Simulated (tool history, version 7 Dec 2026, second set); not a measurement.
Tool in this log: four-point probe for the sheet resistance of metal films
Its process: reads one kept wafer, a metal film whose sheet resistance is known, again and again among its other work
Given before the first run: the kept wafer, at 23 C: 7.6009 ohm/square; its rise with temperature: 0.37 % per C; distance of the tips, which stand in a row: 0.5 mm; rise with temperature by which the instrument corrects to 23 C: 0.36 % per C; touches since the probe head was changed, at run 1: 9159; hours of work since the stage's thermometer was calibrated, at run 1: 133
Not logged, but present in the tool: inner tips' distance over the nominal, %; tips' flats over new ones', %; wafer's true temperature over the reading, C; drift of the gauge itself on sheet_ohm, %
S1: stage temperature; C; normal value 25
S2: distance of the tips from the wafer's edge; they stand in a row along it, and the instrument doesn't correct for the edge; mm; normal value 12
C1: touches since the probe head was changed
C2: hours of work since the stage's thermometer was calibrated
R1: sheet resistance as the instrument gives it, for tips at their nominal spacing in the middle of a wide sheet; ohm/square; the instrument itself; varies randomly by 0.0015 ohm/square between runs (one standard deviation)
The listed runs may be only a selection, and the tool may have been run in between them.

{"run": 1, "hour": 0.0, "S1": 25, "S2": 12, "C1": 9159, "C2": 133, "R1": 7.603959}
{"run": 2, "hour": 11.5, "S1": 27, "S2": 12, "C1": 9422, "C2": 140, "R1": 7.604827}
{"run": 3, "hour": 26.9, "S1": 27, "S2": 12, "C1": 9772, "C2": 148, "R1": 7.604711}
{"hour": 28.5, "done": "stage's thermometer calibrated"}
{"run": 4, "hour": 43.7, "S1": 27, "S2": 12, "C1": 10144, "C2": 8, "R1": 7.60487}
{"run": 5, "hour": 54.7, "S1": 27, "S2": 12, "C1": 10395, "C2": 14, "R1": 7.604588}
{"run": 6, "hour": 61.4, "S1": 27, "S2": 12, "C1": 10547, "C2": 18, "R1": 7.605458}

Run 7 comes next. What will it give?
{"hour": 64.4, "done": "stage's thermometer calibrated, once more"}
{"run": 7, "hour": 69.4, "S1": 27, "S2": 12, "C1": 10717, "C2": 3, "R1": "?"}

R1: 7.606865 ohm/square
Minus the tool's unlogged condition, the same run would have read R1 7.613950 ohm/square.

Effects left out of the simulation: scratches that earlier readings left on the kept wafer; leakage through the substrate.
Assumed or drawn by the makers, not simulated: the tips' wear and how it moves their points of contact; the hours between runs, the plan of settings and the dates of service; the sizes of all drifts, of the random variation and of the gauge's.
